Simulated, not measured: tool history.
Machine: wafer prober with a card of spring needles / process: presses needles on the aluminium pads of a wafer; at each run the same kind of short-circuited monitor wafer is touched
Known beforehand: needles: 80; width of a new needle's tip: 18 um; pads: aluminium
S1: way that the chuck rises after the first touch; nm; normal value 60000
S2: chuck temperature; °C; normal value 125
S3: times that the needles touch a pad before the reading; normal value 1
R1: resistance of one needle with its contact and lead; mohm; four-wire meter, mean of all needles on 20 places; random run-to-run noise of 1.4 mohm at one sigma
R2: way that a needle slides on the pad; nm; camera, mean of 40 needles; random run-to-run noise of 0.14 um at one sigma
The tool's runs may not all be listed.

run,hour,S1,S2,S3,R1,R2
1,0,60000,125,1,205,11210
# hour 4.9: tips cleaned on abrasive film
2,7.3,60000,125,2,170,10890
# hour 12.1: tips cleaned on abrasive film
3,12.3,60000,125,1,142,11280
4,17.8,60000,125,1,278,11020
# hour 19: tips cleaned on abrasive film
5,23.9,60000,125,2,205,11070
# hour 26: tips cleaned on abrasive film
# hour 32.7: tips cleaned on abrasive film
6,32.8,71000,125,1,130,13220
7,38.8,60000,125,2,219,10910
# hour 39.4: tips cleaned on abrasive film
8,44.7,60000,125,1,260,11210
# hour 46.3: tips cleaned on abrasive film
# hour 52.8: tips cleaned on abrasive film
9,52.8,60000,125,1,147,10950
# hour 59.8: tips cleaned on abrasive film
10,60,60000,125,1,151,10750
11,66.1,60000,125,1,293,11020
# hour 66.6: tips cleaned on abrasive film
12,72.4,60000,119,1,280,11250
# hour 73.3: tips cleaned on abrasive film
13,77.1,60000,119,1,251,10970
# hour 79.9: tips cleaned on abrasive film
14,84.3,60000,125,1,252,10860
# hour 87.1: tips cleaned on abrasive film
# hour 93.8: tips cleaned on abrasive film
15,93.8,49000,113,2,144,8740
# hour 100.6: tips cleaned on abrasive film
16,102.8,69000,44,2,146,12720
# hour 107.2: tips cleaned on abrasive film
17,107.4,69000,44,2,124,12640
# hour 114.2: tips cleaned on abrasive film
18,114.3,69000,44,2,122,12690
# hour 120.9: tips cleaned on abrasive film
19,123.3,60000,125,2,177,10840
# hour 128: tips cleaned on abrasive film
20,131.3,79000,63,1,185,14670
# hour 134.9: tips cleaned on abrasive film
21,139.3,79000,63,1,203,14500
# hour 141.5: tips cleaned on abrasive film
22,145.4,79000,63,1,195,14550
# hour 148.4: tips cleaned on abrasive film
23,152.4,79000,63,1,200,14360
# hour 155: tips cleaned on abrasive film
24,157.5,60000,33,2,176,10700
# hour 161.7: tips cleaned on abrasive film
25,163.9,60000,33,2,179,10720
# hour 168.7: tips cleaned on abrasive film
26,169.2,60000,33,2,134,10660
# hour 175.4: tips cleaned on abrasive film
27,177.5,60000,33,2,165,10880
# hour 182: tips cleaned on abrasive film
28,183.3,60000,33,2,155,10760

Alternative continuations, all from the tool just after run 28; predict every row:
# hour 188.6: tips cleaned on abrasive film
A,192.2,61000,118,1,?,?
# hour 188.6: tips cleaned on abrasive film
B,192.2,48000,84,1,?,?
# hour 188.6: tips cleaned on abrasive film
C,192.2,49000,88,3,?,?
# hour 188.6: tips cleaned on abrasive film
D,192.2,72000,125,1,?,?
# hour 188.6: tips cleaned on abrasive film
E,192.2,47000,38,3,?,?

run,R1,R2
A,244,10940
B,332,8250
C,200,8340
D,208,12870
E,207,8230
With the hidden condition removed and each run's random variation left untouched, the same runs would have given:
run,R1,R2
A,125,12040
B,126,9350
C,126,9430
D,124,13970
E,120,9340
